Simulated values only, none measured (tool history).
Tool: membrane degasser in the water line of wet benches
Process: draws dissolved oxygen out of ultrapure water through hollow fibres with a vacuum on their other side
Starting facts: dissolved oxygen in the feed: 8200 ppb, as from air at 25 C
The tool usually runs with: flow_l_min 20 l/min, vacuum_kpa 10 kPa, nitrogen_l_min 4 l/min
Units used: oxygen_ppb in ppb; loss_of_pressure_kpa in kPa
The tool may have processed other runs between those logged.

run 1 hour=0 | flow_l_min=20 vacuum_kpa=10 nitrogen_l_min=4 | oxygen_ppb=295.5 loss_of_pressure_kpa=67.05
run 2 hour=227.4 | flow_l_min=20 vacuum_kpa=10 nitrogen_l_min=4 | oxygen_ppb=300.3 loss_of_pressure_kpa=67.21
-- hour=422.7 vacuum gauge calibrated
run 3 hour=468.9 | flow_l_min=20 vacuum_kpa=10 nitrogen_l_min=4 | oxygen_ppb=302.3 loss_of_pressure_kpa=66.97
run 4 hour=586.8 | flow_l_min=22 vacuum_kpa=10 nitrogen_l_min=4 | oxygen_ppb=374.6 loss_of_pressure_kpa=73.77
run 5 hour=837.6 | flow_l_min=20 vacuum_kpa=10 nitrogen_l_min=4 | oxygen_ppb=303.4 loss_of_pressure_kpa=67.59
run 6 hour=959.2 | flow_l_min=20 vacuum_kpa=10 nitrogen_l_min=3.23 | oxygen_ppb=322.7 loss_of_pressure_kpa=67.82
run 7 hour=1167.4 | flow_l_min=20 vacuum_kpa=10 nitrogen_l_min=3.23 | oxygen_ppb=321.1 loss_of_pressure_kpa=67.33
run 8 hour=1410 | flow_l_min=20 vacuum_kpa=9.3 nitrogen_l_min=4 | oxygen_ppb=296 loss_of_pressure_kpa=68.3
run 9 hour=1629.5 | flow_l_min=20 vacuum_kpa=9.3 nitrogen_l_min=4 | oxygen_ppb=301.7 loss_of_pressure_kpa=68.13
run 10 hour=1778.3 | flow_l_min=20 vacuum_kpa=9.3 nitrogen_l_min=4 | oxygen_ppb=298.1 loss_of_pressure_kpa=67.79
run 11 hour=1989.1 | flow_l_min=20 vacuum_kpa=9.3 nitrogen_l_min=4 | oxygen_ppb=306 loss_of_pressure_kpa=68.4
run 12 hour=2185.8 | flow_l_min=20 vacuum_kpa=10 nitrogen_l_min=4 | oxygen_ppb=312.4 loss_of_pressure_kpa=68.42
run 13 hour=2314 | flow_l_min=20 vacuum_kpa=12.1 nitrogen_l_min=4 | oxygen_ppb=336.6 loss_of_pressure_kpa=68.52
run 14 hour=2508.7 | flow_l_min=20 vacuum_kpa=12.1 nitrogen_l_min=4 | oxygen_ppb=334.9 loss_of_pressure_kpa=68.21
run 15 hour=2687.9 | flow_l_min=20 vacuum_kpa=12.1 nitrogen_l_min=4 | oxygen_ppb=339.3 loss_of_pressure_kpa=68.61
run 16 hour=2915.2 | flow_l_min=20 vacuum_kpa=12.1 nitrogen_l_min=4 | oxygen_ppb=333.7 loss_of_pressure_kpa=68.66
run 17 hour=3113.5 | flow_l_min=15 vacuum_kpa=7.3 nitrogen_l_min=9.09 | oxygen_ppb=114 loss_of_pressure_kpa=51.36
run 18 hour=3294.1 | flow_l_min=31 vacuum_kpa=8.8 nitrogen_l_min=5.24 | oxygen_ppb=732.4 loss_of_pressure_kpa=106.87
run 19 hour=3524.5 | flow_l_min=29 vacuum_kpa=10 nitrogen_l_min=5.62 | oxygen_ppb=661.3 loss_of_pressure_kpa=100.34
run 20 hour=3692.6 | flow_l_min=29 vacuum_kpa=10 nitrogen_l_min=5.62 | oxygen_ppb=668.9 loss_of_pressure_kpa=100.38
run 21 hour=3942.9 | flow_l_min=29 vacuum_kpa=10 nitrogen_l_min=5.62 | oxygen_ppb=668.2 loss_of_pressure_kpa=100.18
run 22 hour=4130.4 | flow_l_min=30 vacuum_kpa=14.4 nitrogen_l_min=4.34 | oxygen_ppb=798.9 loss_of_pressure_kpa=104.84
run 23 hour=4374.5 | flow_l_min=30 vacuum_kpa=14.4 nitrogen_l_min=4.34 | oxygen_ppb=828.6 loss_of_pressure_kpa=104.75

Run 24 comes next. What will it give?
run 24 hour=4603 | flow_l_min=30 vacuum_kpa=14.4 nitrogen_l_min=4.34 | oxygen_ppb=? loss_of_pressure_kpa=?

oxygen_ppb: 787.5 ppb
loss_of_pressure_kpa: 104.45 kPa
Minus the tool's unlogged condition, the same run would have read oxygen_ppb 637.8 ppb, loss_of_pressure_kpa 94.1 kPa.
